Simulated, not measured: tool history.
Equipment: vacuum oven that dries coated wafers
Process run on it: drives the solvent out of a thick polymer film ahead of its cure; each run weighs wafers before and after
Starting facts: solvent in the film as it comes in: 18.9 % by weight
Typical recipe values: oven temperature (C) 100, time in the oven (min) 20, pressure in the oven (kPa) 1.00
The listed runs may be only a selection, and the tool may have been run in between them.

run 1 day=0.000 | oven_temperature_(C)=100 time_in_the_oven_(min)=20 pressure_in_the_oven_(kPa)=1.00 | solvent_left_in_the_film_(%)=2.24
run 2 day=3.804 | oven_temperature_(C)=100 time_in_the_oven_(min)=20 pressure_in_the_oven_(kPa)=2.87 | solvent_left_in_the_film_(%)=3.08
run 3 day=7.029 | oven_temperature_(C)=100 time_in_the_oven_(min)=14 pressure_in_the_oven_(kPa)=1.00 | solvent_left_in_the_film_(%)=3.78
run 4 day=9.204 | oven_temperature_(C)=107 time_in_the_oven_(min)=20 pressure_in_the_oven_(kPa)=1.00 | solvent_left_in_the_film_(%)=1.20
run 5 day=11.225 | oven_temperature_(C)=107 time_in_the_oven_(min)=20 pressure_in_the_oven_(kPa)=1.00 | solvent_left_in_the_film_(%)=1.23
run 6 day=14.625 | oven_temperature_(C)=107 time_in_the_oven_(min)=20 pressure_in_the_oven_(kPa)=1.00 | solvent_left_in_the_film_(%)=1.15
run 7 day=17.950 | oven_temperature_(C)=100 time_in_the_oven_(min)=20 pressure_in_the_oven_(kPa)=1.00 | solvent_left_in_the_film_(%)=2.25
run 8 day=21.846 | oven_temperature_(C)=100 time_in_the_oven_(min)=20 pressure_in_the_oven_(kPa)=1.00 | solvent_left_in_the_film_(%)=2.25
-- day=22.312 oven's thermocouples calibrated
run 9 day=25.904 | oven_temperature_(C)=100 time_in_the_oven_(min)=20 pressure_in_the_oven_(kPa)=1.00 | solvent_left_in_the_film_(%)=2.23
run 10 day=29.821 | oven_temperature_(C)=91 time_in_the_oven_(min)=11 pressure_in_the_oven_(kPa)=1.00 | solvent_left_in_the_film_(%)=7.50
run 11 day=32.212 | oven_temperature_(C)=91 time_in_the_oven_(min)=11 pressure_in_the_oven_(kPa)=1.00 | solvent_left_in_the_film_(%)=7.50
run 12 day=35.292 | oven_temperature_(C)=91 time_in_the_oven_(min)=11 pressure_in_the_oven_(kPa)=1.00 | solvent_left_in_the_film_(%)=7.50
run 13 day=38.221 | oven_temperature_(C)=91 time_in_the_oven_(min)=11 pressure_in_the_oven_(kPa)=1.00 | solvent_left_in_the_film_(%)=7.52
run 14 day=40.025 | oven_temperature_(C)=109 time_in_the_oven_(min)=11 pressure_in_the_oven_(kPa)=1.00 | solvent_left_in_the_film_(%)=2.85
run 15 day=41.767 | oven_temperature_(C)=104 time_in_the_oven_(min)=11 pressure_in_the_oven_(kPa)=3.89 | solvent_left_in_the_film_(%)=4.97
run 16 day=43.433 | oven_temperature_(C)=104 time_in_the_oven_(min)=13 pressure_in_the_oven_(kPa)=3.89 | solvent_left_in_the_film_(%)=4.21
run 17 day=46.529 | oven_temperature_(C)=104 time_in_the_oven_(min)=13 pressure_in_the_oven_(kPa)=3.89 | solvent_left_in_the_film_(%)=4.16
run 18 day=50.150 | oven_temperature_(C)=95 time_in_the_oven_(min)=19 pressure_in_the_oven_(kPa)=0.50 | solvent_left_in_the_film_(%)=3.27

Branching from run 18: 4 alternative next runs. What would each branch give?
run A day=52.496 | oven_temperature_(C)=93 time_in_the_oven_(min)=36 pressure_in_the_oven_(kPa)=0.93 | solvent_left_in_the_film_(%)=?
run B day=52.496 | oven_temperature_(C)=100 time_in_the_oven_(min)=20 pressure_in_the_oven_(kPa)=0.86 | solvent_left_in_the_film_(%)=?
run C day=52.496 | oven_temperature_(C)=107 time_in_the_oven_(min)=20 pressure_in_the_oven_(kPa)=2.05 | solvent_left_in_the_film_(%)=?
run D day=52.496 | oven_temperature_(C)=100 time_in_the_oven_(min)=21 pressure_in_the_oven_(kPa)=1.67 | solvent_left_in_the_film_(%)=?

run=A solvent_left_in_the_film_(%)=1.63
run=B solvent_left_in_the_film_(%)=2.21
run=C solvent_left_in_the_film_(%)=1.59
run=D solvent_left_in_the_film_(%)=2.37
Without the tool's unlogged condition, the same runs would have read:
run=A solvent_left_in_the_film_(%)=1.46
run=B solvent_left_in_the_film_(%)=2.16
run=C solvent_left_in_the_film_(%)=1.53
run=D solvent_left_in_the_film_(%)=2.32

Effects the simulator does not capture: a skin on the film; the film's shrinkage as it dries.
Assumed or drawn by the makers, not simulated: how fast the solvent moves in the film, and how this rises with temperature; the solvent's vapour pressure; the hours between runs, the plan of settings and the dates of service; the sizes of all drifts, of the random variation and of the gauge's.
